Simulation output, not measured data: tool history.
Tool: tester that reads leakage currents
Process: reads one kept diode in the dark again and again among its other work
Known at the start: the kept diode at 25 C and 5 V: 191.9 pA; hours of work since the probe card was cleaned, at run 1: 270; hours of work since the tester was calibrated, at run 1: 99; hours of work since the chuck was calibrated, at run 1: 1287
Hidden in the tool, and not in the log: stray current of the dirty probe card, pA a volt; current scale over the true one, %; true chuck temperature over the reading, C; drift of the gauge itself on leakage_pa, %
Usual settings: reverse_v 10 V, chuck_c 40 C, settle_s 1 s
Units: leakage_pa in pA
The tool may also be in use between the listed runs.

run	hour	reverse_v	chuck_c	settle_s	hours of work since the probe card was cleaned	hours of work since the tester was calibrated	hours of work since the chuck was calibrated	leakage_pa
1	0	10	40	1	270	99	1287	906.31
2	39.2	1.5	40	1	288	117	1305	303.48
3	107	1.5	40	1	320	149	1337	304.56
4	169.1	1.5	31	1	349	177	1366	157.86
5	212.8	1	40	1	369	198	1386	240.65
6	254.6	1	40	1	389	217	1406	241.47
7	315.5	1	40	1	417	246	1434	240.89
8	375.1	1	40	1	445	273	1462	240.67
9	403	1	40	1	458	286	1475	240.86
10	468.6	10	42	1	488	317	1505	1040.17
11	532.9	10	21	1	518	347	1535	223.16
12	586.8	10	21	1	543	372	1560	223.06
13	648.5	10	21	1	572	401	1589	222.46
14	703.6	10	21	1	598	426	1615	222.59
15	739.5	10	21	1	614	443	1631	224.18
16	783.1	10	40	1	635	463	1652	912.04
# hour 789.8: tester calibrated
17	815.3	10	40	1	649	12	1666	912.67
18	870.4	10	40	1	674	37	1691	900.41
19	920.1	10	40	1	697	61	1714	909.38
20	981	5.6	40	1	726	89	1743	650.95
21	1026.8	1.6	31	1	747	110	1764	165.49
22	1067.7	10	35	0.31	766	129	1783	645.27
# hour 1085.1: tester calibrated, once more
23	1105.9	10	35	0.71	783	10	1800	644.01
24	1169.4	10	35	0.71	812	39	1829	643.78
25	1228.7	10	35	0.71	840	67	1857	643.02
26	1256.1	10	35	0.71	853	80	1870	645.81
27	1302.7	4.7	32	3.06	874	101	1891	335.03
28	1354.6	4.7	32	3.06	899	125	1916	333.62
29	1415.5	1.5	32	3.11	927	154	1944	172.82
30	1475.2	2.5	54	1	955	181	1972	1055.75
31	1525.5	1.3	28	0.68	978	205	1995	117.76
32	1569.5	1.3	28	0.68	999	225	2016	118.92
33	1602.8	1.3	28	0.68	1014	241	2031	118.93

Hidden state at the last listed run before each entry between runs and at the first one after, where it differs:
Between runs 16 and 17: tester calibrated (hour 789.8)
  stray current of the dirty probe card, pA a volt: 0.356 -> 0.364; current scale over the true one, %: -0.25 -> -0.41
  measured less the result without the state, leakage_pa: +40.45 -> +39.39 pA
Between runs 22 and 23: tester calibrated, once more (hour 1085.1)
  stray current of the dirty probe card, pA a volt: 0.428 -> 0.437; current scale over the true one, %: -0.45 -> -0.05
  measured less the result without the state, leakage_pa: +31.05 -> +33.85 pA
